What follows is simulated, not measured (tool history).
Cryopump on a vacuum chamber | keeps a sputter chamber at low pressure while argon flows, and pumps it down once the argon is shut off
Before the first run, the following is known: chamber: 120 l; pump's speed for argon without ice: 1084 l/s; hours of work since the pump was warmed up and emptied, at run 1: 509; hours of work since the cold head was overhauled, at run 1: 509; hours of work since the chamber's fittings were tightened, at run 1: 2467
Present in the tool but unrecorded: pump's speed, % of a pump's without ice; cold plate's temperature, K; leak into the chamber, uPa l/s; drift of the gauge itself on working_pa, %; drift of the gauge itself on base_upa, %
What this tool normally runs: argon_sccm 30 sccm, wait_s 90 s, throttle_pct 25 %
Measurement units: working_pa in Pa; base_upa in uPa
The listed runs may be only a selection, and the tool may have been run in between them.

| run | day | argon_sccm | wait_s | throttle_pct | hours of work since the pump was warmed up and emptied | hours of work since the cold head was overhauled | hours of work since the chamber's fittings were tightened | working_pa | base_upa |
|---|---|---|---|---|---|---|---|---|---|
| 1 | 0 | 30 | 90 | 25 | 509 | 509 | 2467 | 0.1903 | 3.79 |
| 2 | 0.742 | 30 | 90 | 25 | 522 | 522 | 2480 | 0.1902 | 3.91 |
| 3 | 1.258 | 30 | 90 | 25 | 530 | 530 | 2489 | 0.1901 | 3.8 |
| 4 | 1.829 | 30 | 90 | 25 | 540 | 540 | 2499 | 0.1907 | 3.96 |
| 5 | 2.696 | 30 | 90 | 25 | 555 | 555 | 2514 | 0.1911 | 3.91 |
| 6 | 3.412 | 27 | 90 | 23 | 568 | 568 | 2526 | 0.1868 | 3.92 |
| 7 | 4.188 | 19 | 48 | 21 | 581 | 581 | 2539 | 0.1435 | 4.79 |
| 8 | 4.833 | 19 | 48 | 21 | 592 | 592 | 2550 | 0.1428 | 4.88 |
| 9 | 5.383 | 19 | 48 | 21 | 602 | 602 | 2560 | 0.1439 | 4.8 |

What will run 10 give?
| 10 | 6.008 | 25 | 107 | 38 | 612 | 612 | 2571 | ? | ? |

Run 10 gave working_pa 0.106 Pa, base_upa 3.86 uPa.
Were there no unlogged condition in the tool, this run, its random variation unchanged, would have produced working_pa 0.1027 Pa, base_upa 1.03 uPa.
